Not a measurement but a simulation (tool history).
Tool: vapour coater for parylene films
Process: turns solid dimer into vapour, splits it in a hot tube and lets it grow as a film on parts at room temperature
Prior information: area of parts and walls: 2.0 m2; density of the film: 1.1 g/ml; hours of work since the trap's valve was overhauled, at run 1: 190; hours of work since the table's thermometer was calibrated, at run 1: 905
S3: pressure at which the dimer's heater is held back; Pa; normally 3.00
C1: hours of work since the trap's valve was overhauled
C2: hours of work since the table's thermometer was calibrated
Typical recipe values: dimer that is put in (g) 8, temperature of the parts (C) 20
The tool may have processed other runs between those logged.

Run 1, hour 0.0: usual settings; C1 190; C2 905. Result: thickness of the film (nm) 3161.
Run 2, hour 40.8: usual settings but temperature of the parts (C) 23; C1 212; C2 926. Result: thickness of the film (nm) 2745.
Run 3, hour 68.7: usual settings but S3 4.78 Pa; C1 227; C2 941. Result: thickness of the film (nm) 2907.
Run 4, hour 111.6: usual settings but S3 4.78 Pa; C1 250; C2 964. Result: thickness of the film (nm) 2901.
Run 5, hour 150.1: usual settings but S3 4.78 Pa; C1 271; C2 985. Result: thickness of the film (nm) 2889.
Run 6, hour 183.5: usual settings but S3 4.78 Pa; C1 289; C2 1003. Result: thickness of the film (nm) 2902.
Run 7, hour 204.8: usual settings but temperature of the parts (C) 16, S3 4.78 Pa; C1 300; C2 1014. Result: thickness of the film (nm) 3449.
Run 8, hour 246.9: usual settings; C1 323; C2 1037. Result: thickness of the film (nm) 3125.
Run 9, hour 270.4: usual settings; C1 335; C2 1050. Result: thickness of the film (nm) 3122.
Run 10, hour 288.9: usual settings; C1 345; C2 1060. Result: thickness of the film (nm) 3105.
Run 11, hour 330.5: usual settings but temperature of the parts (C) 21; C1 367; C2 1082. Result: thickness of the film (nm) 2971.
Run 12, hour 366.1: usual settings but temperature of the parts (C) 21; C1 387; C2 1101. Result: thickness of the film (nm) 2946.
Run 13, hour 391.4: usual settings but temperature of the parts (C) 21; C1 400; C2 1115. Result: thickness of the film (nm) 2945.
At hour 404.3: gauge calibrated.
Run 14, hour 417.1: usual settings; C1 414; C2 1128. Result: thickness of the film (nm) 3155.
Run 15, hour 438.1: usual settings; C1 425; C2 1140. Result: thickness of the film (nm) 3140.
Run 16, hour 468.0: usual settings; C1 441; C2 1156. Result: thickness of the film (nm) 3143.
Run 17, hour 506.8: usual settings but dimer that is put in (g) 5; C1 462; C2 1177. Result: thickness of the film (nm) 1963.
Run 18, hour 549.1: usual settings but dimer that is put in (g) 5; C1 485; C2 1199. Result: thickness of the film (nm) 1953.
Run 19, hour 585.9: usual settings but dimer that is put in (g) 5; C1 504; C2 1219. Result: thickness of the film (nm) 1953.
Run 20, hour 606.5: usual settings but dimer that is put in (g) 5; C1 516; C2 1230. Result: thickness of the film (nm) 1955.
Run 21, hour 625.1: usual settings but dimer that is put in (g) 5; C1 526; C2 1240. Result: thickness of the film (nm) 1943.
Run 22, hour 651.7: usual settings but dimer that is put in (g) 3, temperature of the parts (C) 30; C1 540; C2 1254. Result: thickness of the film (nm) 742.
Run 23, hour 688.1: usual settings but dimer that is put in (g) 9, temperature of the parts (C) 30; C1 559; C2 1274. Result: thickness of the film (nm) 2235.
Run 24, hour 727.6: usual settings but dimer that is put in (g) 9, temperature of the parts (C) 24; C1 581; C2 1295. Result: thickness of the film (nm) 2919.
Run 25, hour 767.2: usual settings but dimer that is put in (g) 9, temperature of the parts (C) 24; C1 602; C2 1316. Result: thickness of the film (nm) 2911.
At hour 799.8: gauge calibrated.
Run 26, hour 807.0: usual settings but dimer that is put in (g) 9, temperature of the parts (C) 17, S3 7.95 Pa; C1 623; C2 1338. Result: thickness of the film (nm) 3467.
Run 27, hour 829.6: usual settings but dimer that is put in (g) 9, temperature of the parts (C) 17, S3 7.95 Pa; C1 635; C2 1350. Result: thickness of the film (nm) 3453.
Run 28, hour 866.4: usual settings but temperature of the parts (C) 19, S3 4.19 Pa; C1 655; C2 1370. Result: thickness of the film (nm) 3117.
Run 29, hour 885.5: usual settings but temperature of the parts (C) 19, S3 4.19 Pa; C1 665; C2 1380. Result: thickness of the film (nm) 3119.
At hour 893.3: table's thermometer calibrated.
Run 30, hour 918.9: usual settings but temperature of the parts (C) 19, S3 4.19 Pa; C1 683; C2 14. Result: thickness of the film (nm) 3092.
At hour 937.7: trap's valve overhauled.
Run 31, hour 954.0: usual settings but temperature of the parts (C) 19, S3 4.19 Pa; C1 9; C2 30. Result: thickness of the film (nm) 3101.
Run 32, hour 987.9: usual settings but dimer that is put in (g) 5, temperature of the parts (C) 13, S3 5.14 Pa; C1 27; C2 49. Result: thickness of the film (nm) 2212.
Run 33, hour 1030.6: usual settings but dimer that is put in (g) 5, temperature of the parts (C) 13, S3 5.14 Pa; C1 50; C2 72. Result: thickness of the film (nm) 2213.
Run 34, hour 1064.8: usual settings but dimer that is put in (g) 4, temperature of the parts (C) 14, S3 4.84 Pa; C1 68; C2 90. Result: thickness of the film (nm) 1771.
Run 35, hour 1089.8: usual settings but dimer that is put in (g) 4, temperature of the parts (C) 14, S3 4.84 Pa; C1 82; C2 103. Result: thickness of the film (nm) 1758.
Run 36, hour 1120.2: usual settings but dimer that is put in (g) 4, temperature of the parts (C) 14, S3 4.84 Pa; C1 98; C2 120. Result: thickness of the film (nm) 1748.
Run 37, hour 1160.6: usual settings but dimer that is put in (g) 4, temperature of the parts (C) 14, S3 4.84 Pa; C1 120; C2 141. Result: thickness of the film (nm) 1740.
Run 38, hour 1199.2: usual settings but dimer that is put in (g) 3, S3 6.10 Pa; C1 140; C2 162. Result: thickness of the film (nm) 1031.
Run 39, hour 1218.9: usual settings but dimer that is put in (g) 3, S3 6.10 Pa; C1 151; C2 173. Result: thickness of the film (nm) 1028.
Run 40, hour 1240.6: usual settings but dimer that is put in (g) 5, temperature of the parts (C) 21, S3 7.84 Pa; C1 163; C2 184. Result: thickness of the film (nm) 1559.
Run 41, hour 1265.9: usual settings; C1 176; C2 198. Result: thickness of the film (nm) 3073.
Run 42, hour 1302.7: usual settings but dimer that is put in (g) 4; C1 196; C2 218. Result: thickness of the film (nm) 1537.

Branching from run 42: 5 alternative next runs. What would each branch give?
Run A, hour 1342.3: usual settings but dimer that is put in (g) 12, S3 2.09 Pa; C1 217; C2 239. Result: thickness of the film (nm) ?.
Run B, hour 1342.3: usual settings but dimer that is put in (g) 7, temperature of the parts (C) 15, S3 9.44 Pa; C1 217; C2 239. Result: thickness of the film (nm) ?.
Run C, hour 1342.3: usual settings but dimer that is put in (g) 4, S3 3.43 Pa; C1 217; C2 239. Result: thickness of the film (nm) ?.
Run D, hour 1342.3: usual settings but dimer that is put in (g) 4, S3 6.04 Pa; C1 217; C2 239. Result: thickness of the film (nm) ?.
Run E, hour 1342.3: usual settings but temperature of the parts (C) 23, S3 4.76 Pa; C1 217; C2 239. Result: thickness of the film (nm) ?.

run  thickness of the film (nm)
  A                        4886
  B                        2774
  C                        1482
  D                        1372
  E                        2482
Had the tool no hidden state, the same runs would have come out as:
run  thickness of the film (nm)
  A                        5024
  B                        2852
  C                        1524
  D                        1411
  E                        2552
